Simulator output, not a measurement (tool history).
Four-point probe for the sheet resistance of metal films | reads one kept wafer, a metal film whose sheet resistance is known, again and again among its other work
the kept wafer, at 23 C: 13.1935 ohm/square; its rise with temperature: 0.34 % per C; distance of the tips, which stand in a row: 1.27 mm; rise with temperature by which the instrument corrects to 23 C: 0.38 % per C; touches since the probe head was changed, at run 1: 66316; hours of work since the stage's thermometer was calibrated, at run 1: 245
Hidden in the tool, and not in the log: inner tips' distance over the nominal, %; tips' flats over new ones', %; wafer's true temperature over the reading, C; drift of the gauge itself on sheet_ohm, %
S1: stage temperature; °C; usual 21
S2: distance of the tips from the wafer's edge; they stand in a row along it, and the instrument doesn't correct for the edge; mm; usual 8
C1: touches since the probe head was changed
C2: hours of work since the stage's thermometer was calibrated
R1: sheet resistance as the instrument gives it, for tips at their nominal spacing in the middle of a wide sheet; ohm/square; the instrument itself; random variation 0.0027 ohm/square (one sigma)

{"run": 1, "day": 0.0, "S1": 21, "S2": 8, "C1": 66316, "C2": 245, "R1": 13.283594}
{"run": 2, "day": 1.604, "S1": 21, "S2": 8, "C1": 68065, "C2": 268, "R1": 13.28302}
{"run": 3, "day": 2.658, "S1": 21, "S2": 8, "C1": 69210, "C2": 283, "R1": 13.280011}
{"run": 4, "day": 4.533, "S1": 21, "S2": 8, "C1": 71254, "C2": 309, "R1": 13.279113}
{"run": 5, "day": 6.617, "S1": 21, "S2": 70, "C1": 73521, "C2": 338, "R1": 13.108184}
{"run": 6, "day": 7.946, "S1": 21, "S2": 70, "C1": 74968, "C2": 357, "R1": 13.104372}
{"run": 7, "day": 8.888, "S1": 21, "S2": 8, "C1": 75998, "C2": 370, "R1": 13.277159}
{"run": 8, "day": 10.683, "S1": 21, "S2": 8, "C1": 77950, "C2": 395, "R1": 13.27931}
{"run": 9, "day": 12.025, "S1": 21, "S2": 8, "C1": 79410, "C2": 414, "R1": 13.275453}
{"run": 10, "day": 14.096, "S1": 21, "S2": 8, "C1": 81669, "C2": 443, "R1": 13.270702}
{"run": 11, "day": 15.442, "S1": 21, "S2": 8, "C1": 83134, "C2": 462, "R1": 13.268244}
{"run": 12, "day": 16.738, "S1": 21, "S2": 8, "C1": 84545, "C2": 480, "R1": 13.26695}
{"run": 13, "day": 17.788, "S1": 21, "S2": 8, "C1": 85687, "C2": 495, "R1": 13.263871}
{"run": 14, "day": 19.312, "S1": 21, "S2": 8, "C1": 87351, "C2": 517, "R1": 13.268023}
{"run": 15, "day": 20.742, "S1": 21, "S2": 8, "C1": 88907, "C2": 537, "R1": 13.267691}
{"run": 16, "day": 21.917, "S1": 21, "S2": 8, "C1": 90184, "C2": 553, "R1": 13.266867}
{"run": 17, "day": 23.367, "S1": 21, "S2": 8, "C1": 91764, "C2": 573, "R1": 13.268196}
{"run": 18, "day": 24.725, "S1": 21, "S2": 35, "C1": 93242, "C2": 593, "R1": 13.095787}
{"run": 19, "day": 25.888, "S1": 21, "S2": 8, "C1": 94509, "C2": 609, "R1": 13.26419}
{"run": 20, "day": 27.775, "S1": 20, "S2": 8, "C1": 96566, "C2": 635, "R1": 13.267712}
{"run": 21, "day": 29.529, "S1": 25, "S2": 8, "C1": 98474, "C2": 660, "R1": 13.243603}
{"run": 22, "day": 30.508, "S1": 25, "S2": 8, "C1": 99543, "C2": 674, "R1": 13.235999}
{"run": 23, "day": 32.421, "S1": 21, "S2": 13, "C1": 101625, "C2": 701, "R1": 13.150243}
{"run": 24, "day": 34.092, "S1": 21, "S2": 27, "C1": 103444, "C2": 724, "R1": 13.095949}
{"day": 35.421, "done": "new probe head fitted"}
{"run": 25, "day": 35.521, "S1": 26, "S2": 19, "C1": 108, "C2": 744, "R1": 13.220962}
{"run": 26, "day": 36.604, "S1": 35, "S2": 10, "C1": 1289, "C2": 759, "R1": 13.254384}
{"run": 27, "day": 37.6, "S1": 21, "S2": 6, "C1": 2371, "C2": 773, "R1": 13.517066}
{"run": 28, "day": 38.538, "S1": 29, "S2": 12, "C1": 3392, "C2": 786, "R1": 13.245578}
{"run": 29, "day": 39.85, "S1": 31, "S2": 59, "C1": 4821, "C2": 804, "R1": 13.156475}
{"run": 30, "day": 40.762, "S1": 22, "S2": 5, "C1": 5815, "C2": 817, "R1": 13.639001}
{"run": 31, "day": 42.204, "S1": 22, "S2": 5, "C1": 7385, "C2": 838, "R1": 13.637082}
{"day": 42.396, "done": "stage's thermometer calibrated"}
{"run": 32, "day": 44.004, "S1": 22, "S2": 5, "C1": 9325, "C2": 23, "R1": 13.637753}
{"run": 33, "day": 46.038, "S1": 22, "S2": 5, "C1": 11537, "C2": 51, "R1": 13.636891}
{"run": 34, "day": 47.617, "S1": 24, "S2": 8, "C1": 13259, "C2": 73, "R1": 13.358589}
{"run": 35, "day": 49.771, "S1": 25, "S2": 4, "C1": 15603, "C2": 104, "R1": 13.854272}
{"run": 36, "day": 51.683, "S1": 29, "S2": 19, "C1": 17688, "C2": 130, "R1": 13.186663}
{"run": 37, "day": 52.8, "S1": 27, "S2": 15, "C1": 18902, "C2": 146, "R1": 13.218244}
{"run": 38, "day": 54.858, "S1": 22, "S2": 28, "C1": 21145, "C2": 175, "R1": 13.206463}
{"day": 55.204, "done": "stage's thermometer calibrated, once more"}
{"run": 39, "day": 56.167, "S1": 21, "S2": 12, "C1": 22547, "C2": 14, "R1": 13.264966}
{"run": 40, "day": 57.946, "S1": 21, "S2": 37, "C1": 24484, "C2": 39, "R1": 13.18947}
{"run": 41, "day": 58.9, "S1": 21, "S2": 37, "C1": 25525, "C2": 52, "R1": 13.185337}
{"run": 42, "day": 60.779, "S1": 23, "S2": 6, "C1": 27569, "C2": 78, "R1": 13.480657}
{"run": 43, "day": 62.138, "S1": 29, "S2": 6, "C1": 29050, "C2": 97, "R1": 13.455435}
{"run": 44, "day": 63.938, "S1": 29, "S2": 6, "C1": 31012, "C2": 123, "R1": 13.451796}
{"run": 45, "day": 66.054, "S1": 29, "S2": 6, "C1": 33315, "C2": 152, "R1": 13.447491}

Forecast each of these 3 alternatives for the next run:
{"run": "A", "day": 67.596, "S1": 32, "S2": 6, "C1": 34993, "C2": 174, "R1": "?"}
{"run": "B", "day": 67.596, "S1": 21, "S2": 70, "C1": 34993, "C2": 174, "R1": "?"}
{"run": "C", "day": 67.596, "S1": 28, "S2": 10, "C1": 34993, "C2": 174, "R1": "?"}

run=A R1=13.429012
run=B R1=13.172286
run=C R1=13.25855
Without the tool's hidden state the same runs would have given:
run=A R1=13.45894
run=B R1=13.201568
run=C R1=13.28809
